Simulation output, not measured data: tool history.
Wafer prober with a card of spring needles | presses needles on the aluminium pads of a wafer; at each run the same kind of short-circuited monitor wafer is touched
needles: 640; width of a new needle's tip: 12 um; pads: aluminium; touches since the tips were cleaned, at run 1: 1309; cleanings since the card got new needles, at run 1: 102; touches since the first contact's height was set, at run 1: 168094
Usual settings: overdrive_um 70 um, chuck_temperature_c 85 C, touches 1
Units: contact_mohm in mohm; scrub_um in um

run,hour,overdrive_um,chuck_temperature_c,touches,touches since the tips were cleaned,cleanings since the card got new needles,touches since the first contact's height was set,contact_mohm,scrub_um
1,0,70,85,1,1309,102,168094,299,13.44
# hour 4.1: tips cleaned on abrasive film
# hour 11.3: tips cleaned on abrasive film
2,16.3,70,69,1,2751,104,176868,319,13.46
# hour 17.7: tips cleaned on abrasive film
# hour 23.9: tips cleaned on abrasive film
3,26.7,74,85,1,1541,106,182451,284,14.07
# hour 30.1: tips cleaned on abrasive film
# hour 36.4: tips cleaned on abrasive film
4,39.7,74,85,1,1796,108,189403,297,14.04
# hour 42.7: tips cleaned on abrasive film
# hour 49.5: tips cleaned on abrasive film
# hour 56.2: tips cleaned on abrasive film
5,56.5,56,85,1,163,111,198393,252,10.28
# hour 63.2: tips cleaned on abrasive film
# hour 70.2: tips cleaned on abrasive film
6,75,56,37,1,2564,113,208333,392,10.3
# hour 76.6: tips cleaned on abrasive film
7,82.6,70,85,1,3288,114,212447,338,13.04
# hour 84.1: tips cleaned on abrasive film
# hour 91.2: tips cleaned on abrasive film
8,95.7,70,85,1,2449,116,219458,330,13.12
# hour 98.4: tips cleaned on abrasive film
# hour 105.8: tips cleaned on abrasive film
# hour 107.3: height of the first contact set anew
# hour 112.9: tips cleaned on abrasive film
9,113,70,85,1,75,119,3084,231,12.17
# hour 119.6: tips cleaned on abrasive film
# hour 126.9: tips cleaned on abrasive film
10,128.5,70,85,1,859,121,11403,296,11.92
# hour 133.4: tips cleaned on abrasive film
# hour 141: tips cleaned on abrasive film
11,141.6,70,39,1,320,123,18446,248,12.19
# hour 147.2: tips cleaned on abrasive film
# hour 154.3: tips cleaned on abrasive film
12,157.5,70,85,2,1753,125,27020,288,12.09
# hour 161.2: tips cleaned on abrasive film
# hour 167.3: height of the first contact set anew, once more
# hour 168.3: tips cleaned on abrasive film
13,172.2,85,85,1,2121,127,2642,282,17.39
# hour 175.1: tips cleaned on abrasive film
# hour 182.3: tips cleaned on abrasive film
14,183.2,85,85,1,523,129,8534,243,17.19
# hour 188.6: tips cleaned on abrasive film
# hour 195.4: tips cleaned on abrasive film
15,196.1,58,29,3,358,131,15444,225,11.89
# hour 201.9: tips cleaned on abrasive film
# hour 208.2: tips cleaned on abrasive film
16,208.2,62,31,2,0,133,21921,214,12.52
# hour 215.5: tips cleaned on abrasive film
17,215.8,60,31,1,185,134,26027,237,12
# hour 222.3: tips cleaned on abrasive film
# hour 229.2: tips cleaned on abrasive film
18,230.7,70,85,3,793,136,34019,237,14.41
# hour 236.3: tips cleaned on abrasive film
# hour 243.4: tips cleaned on abrasive film
19,245.4,65,85,3,1084,138,41912,243,12.88
# hour 250.7: tips cleaned on abrasive film
# hour 257.9: tips cleaned on abrasive film
20,258.6,70,85,1,384,140,49032,258,13.8
# hour 265.3: tips cleaned on abrasive film
# hour 271.6: tips cleaned on abrasive film
21,276.4,52,44,3,2651,142,58617,286,10.23
# hour 278.6: tips cleaned on abrasive film
# hour 285.3: tips cleaned on abrasive film
# hour 292.2: tips cleaned on abrasive film
22,294.3,84,41,3,1185,145,68203,226,16.64
# hour 298.7: tips cleaned on abrasive film
# hour 305.7: tips cleaned on abrasive film
23,311.1,84,41,3,2953,147,77250,241,16.68
# hour 312: tips cleaned on abrasive film
# hour 319.2: tips cleaned on abrasive film
# hour 325.3: tips cleaned on abrasive film
24,325.9,59,114,3,292,150,85107,243,11.71
# hour 332.4: tips cleaned on abrasive film
25,338.1,59,114,3,3149,151,91747,287,11.51
# hour 339.1: tips cleaned on abrasive film
# hour 345.5: tips cleaned on abrasive film
# hour 352: tips cleaned on abrasive film
26,354.2,53,114,1,1223,154,100356,366,10.1
# hour 359.5: tips cleaned on abrasive film
# hour 365.8: tips cleaned on abrasive film
27,366.2,53,114,1,251,156,106783,280,10.28

Forecast each of these 4 alternatives for the next run:
# hour 372.8: tips cleaned on abrasive film
A,377.8,89,85,1,2737,157,113031,?,?
# hour 372.8: tips cleaned on abrasive film
B,377.8,80,114,2,2737,157,113031,?,?
# hour 372.8: tips cleaned on abrasive film
C,377.8,86,39,2,2737,157,113031,?,?
# hour 372.8: tips cleaned on abrasive film
D,377.8,70,85,2,2737,157,113031,?,?

run,contact_mohm,scrub_um
A,286,17.27
B,272,15.46
C,254,17
D,289,13.52
Without the tool's hidden state the same runs would have given:
run,contact_mohm,scrub_um
A,209,17.89
B,217,16.08
C,199,17.63
D,215,14.14
